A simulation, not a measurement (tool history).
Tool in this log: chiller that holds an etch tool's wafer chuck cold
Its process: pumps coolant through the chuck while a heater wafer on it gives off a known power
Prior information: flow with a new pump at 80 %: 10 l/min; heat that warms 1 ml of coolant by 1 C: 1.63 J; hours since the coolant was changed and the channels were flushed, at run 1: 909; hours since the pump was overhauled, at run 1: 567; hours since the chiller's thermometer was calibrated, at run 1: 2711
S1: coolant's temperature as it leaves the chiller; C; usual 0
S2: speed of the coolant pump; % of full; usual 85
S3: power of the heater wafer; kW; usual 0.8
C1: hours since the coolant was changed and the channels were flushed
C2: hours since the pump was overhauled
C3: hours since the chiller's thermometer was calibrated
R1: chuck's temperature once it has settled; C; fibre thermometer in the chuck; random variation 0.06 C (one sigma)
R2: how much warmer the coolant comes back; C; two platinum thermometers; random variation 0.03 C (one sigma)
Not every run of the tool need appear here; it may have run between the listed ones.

run 1 hour=0 | S1=0 S2=85 S3=0.8 | C1=909 C2=567 C3=2711 | R1=5.24 R2=2.75
run 2 hour=24.4 | S1=0 S2=85 S3=0.8 | C1=933 C2=591 C3=2736 | R1=5.24 R2=2.75
run 3 hour=41.5 | S1=0 S2=88 S3=0.8 | C1=950 C2=608 C3=2753 | R1=5.09 R2=2.62
run 4 hour=63.2 | S1=0 S2=92 S3=0.8 | C1=972 C2=630 C3=2774 | R1=4.93 R2=2.42
run 5 hour=85.9 | S1=0 S2=92 S3=0.8 | C1=995 C2=653 C3=2797 | R1=4.96 R2=2.5
run 6 hour=105.7 | S1=0 S2=92 S3=0.8 | C1=1015 C2=672 C3=2817 | R1=4.85 R2=2.53
run 7 hour=141.7 | S1=0 S2=92 S3=0.8 | C1=1050 C2=708 C3=2853 | R1=4.85 R2=2.52
run 8 hour=175.4 | S1=-8 S2=85 S3=0.8 | C1=1084 C2=742 C3=2887 | R1=-2.73 R2=2.75
run 9 hour=208.9 | S1=0 S2=61 S3=0.8 | C1=1118 C2=776 C3=2920 | R1=6.76 R2=4.07
run 10 hour=227.7 | S1=2 S2=96 S3=1.155 | C1=1136 C2=794 C3=2939 | R1=8.87 R2=3.45
run 11 hour=260.7 | S1=7 S2=97 S3=0.669 | C1=1169 C2=827 C3=2972 | R1=11.04 R2=2
run 12 hour=293.7 | S1=-2 S2=90 S3=0.461 | C1=1202 C2=860 C3=3005 | R1=1.04 R2=1.51
run 13 hour=314 | S1=0 S2=85 S3=0.516 | C1=1223 C2=881 C3=3025 | R1=3.54 R2=1.78
run 14 hour=342.5 | S1=2 S2=85 S3=0.424 | C1=1251 C2=909 C3=3054 | R1=4.99 R2=1.48
run 15 hour=370.8 | S1=-9 S2=81 S3=1.13 | C1=1280 C2=937 C3=3082 | R1=-1.3 R2=4.09
run 16 hour=408.1 | S1=0 S2=85 S3=0.8 | C1=1317 C2=975 C3=3119 | R1=5.34 R2=2.72
run 17 hour=423.9 | S1=0 S2=99 S3=0.74 | C1=1333 C2=991 C3=3135 | R1=4.57 R2=2.1

Forecast each of these 3 alternatives for the next run:
run A hour=445.3 | S1=7 S2=84 S3=0.437 | C1=1354 C2=1012 C3=3157 | R1=? R2=?
run B hour=445.3 | S1=0 S2=61 S3=1.161 | C1=1354 C2=1012 C3=3157 | R1=? R2=?
run C hour=445.3 | S1=0 S2=84 S3=0.8 | C1=1354 C2=1012 C3=3157 | R1=? R2=?

run=A R1=10.07 R2=1.51
run=B R1=9.8 R2=5.81
run=C R1=5.44 R2=2.8
Without the tool's unlogged condition, the same runs would have read:
run=A R1=9.87 R2=1.51
run=B R1=9.59 R2=5.81
run=C R1=5.23 R2=2.8
